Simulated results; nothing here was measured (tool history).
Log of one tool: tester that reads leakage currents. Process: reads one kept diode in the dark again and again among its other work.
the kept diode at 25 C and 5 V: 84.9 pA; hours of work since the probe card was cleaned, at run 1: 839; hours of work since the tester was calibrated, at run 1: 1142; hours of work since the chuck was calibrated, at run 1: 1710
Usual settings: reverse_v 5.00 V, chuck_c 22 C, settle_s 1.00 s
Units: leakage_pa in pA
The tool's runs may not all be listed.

run	hour	reverse_v	chuck_c	settle_s	hours of work since the probe card was cleaned	hours of work since the tester was calibrated	hours of work since the chuck was calibrated	leakage_pa
1	0.0	5.00	22	1.00	839	1142	1710	67.13
# hour 89.4: chuck's temperature calibrated
2	140.4	4.41	22	1.00	930	1234	34	64.18
3	272.1	4.41	22	1.00	1017	1320	120	64.67
4	425.0	4.41	22	1.00	1117	1421	221	64.55
5	547.5	4.41	45	1.00	1198	1502	302	365.04
6	624.7	17.38	22	1.00	1249	1552	352	100.16
7	699.3	17.38	22	1.00	1298	1601	402	99.14
8	771.3	5.00	22	0.51	1346	1649	449	67.86
9	933.9	5.00	22	7.64	1453	1756	556	67.07
10	1071.8	5.00	22	7.64	1543	1847	647	66.97
11	1158.2	5.00	22	7.64	1600	1904	704	67.07
12	1277.7	5.00	22	7.64	1679	1982	782	66.67
13	1345.1	5.00	25	1.00	1723	2027	827	85.38
14	1483.9	5.00	22	5.27	1815	2118	918	66.77
15	1587.2	8.69	22	1.00	1883	2186	986	80.15
16	1709.6	8.69	22	1.00	1963	2267	1067	79.68
17	1795.2	8.69	22	1.00	2020	2323	1123	79.97
18	1941.3	8.69	23	1.00	2116	2419	1219	86.56
19	2056.3	5.00	22	2.17	2192	2495	1295	66.83
20	2177.0	5.00	22	2.17	2271	2574	1374	66.60
21	2271.7	5.00	22	0.45	2333	2637	1437	67.59
22	2422.2	7.63	36	0.45	2432	2736	1536	226.98
23	2520.4	7.00	20	1.00	2497	2801	1601	63.36
24	2613.2	11.00	20	3.11	2558	2862	1662	72.81
25	2718.1	11.00	20	3.11	2627	2931	1731	72.72
# hour 2735.0: tester calibrated
# hour 2781.5: chuck's temperature calibrated
26	2855.6	5.00	24	6.93	2715	78	49	78.68
27	2967.2	5.00	24	6.93	2789	152	122	78.89
28	3100.4	5.00	53	1.00	2876	239	210	653.34
29	3226.9	5.00	53	1.00	2960	323	293	653.21
30	3369.4	5.00	37	1.00	3053	416	387	214.16
31	3447.5	5.00	31	0.67	3105	468	439	137.22
# hour 3545.3: probe card cleaned and baked
32	3545.3	5.00	31	0.67	0	530	501	136.25
33	3630.7	5.11	22	2.92	56	586	557	67.09
34	3750.7	5.11	22	2.92	135	665	636	66.99
35	3896.4	3.08	49	1.74	231	761	732	427.35
36	3964.4	1.34	28	0.84	276	806	777	71.98
37	4119.7	5.00	37	8.99	378	908	879	213.26
38	4201.3	5.00	37	8.99	432	962	933	212.74
39	4306.0	3.83	23	0.33	501	1031	1002	67.43

3 ways to go on from here, each from the tool as it stands after run 39. What would each give?
A	4438.6	7.04	32	0.44	588	1118	1089	?
B	4438.6	12.03	27	1.53	588	1118	1089	?
C	4438.6	9.76	41	0.33	588	1118	1089	?

run	leakage_pa
A	164.33
B	130.65
C	353.53
Without the tool's hidden state the same runs would have given:
run	leakage_pa
A	164.41
B	130.70
C	353.69
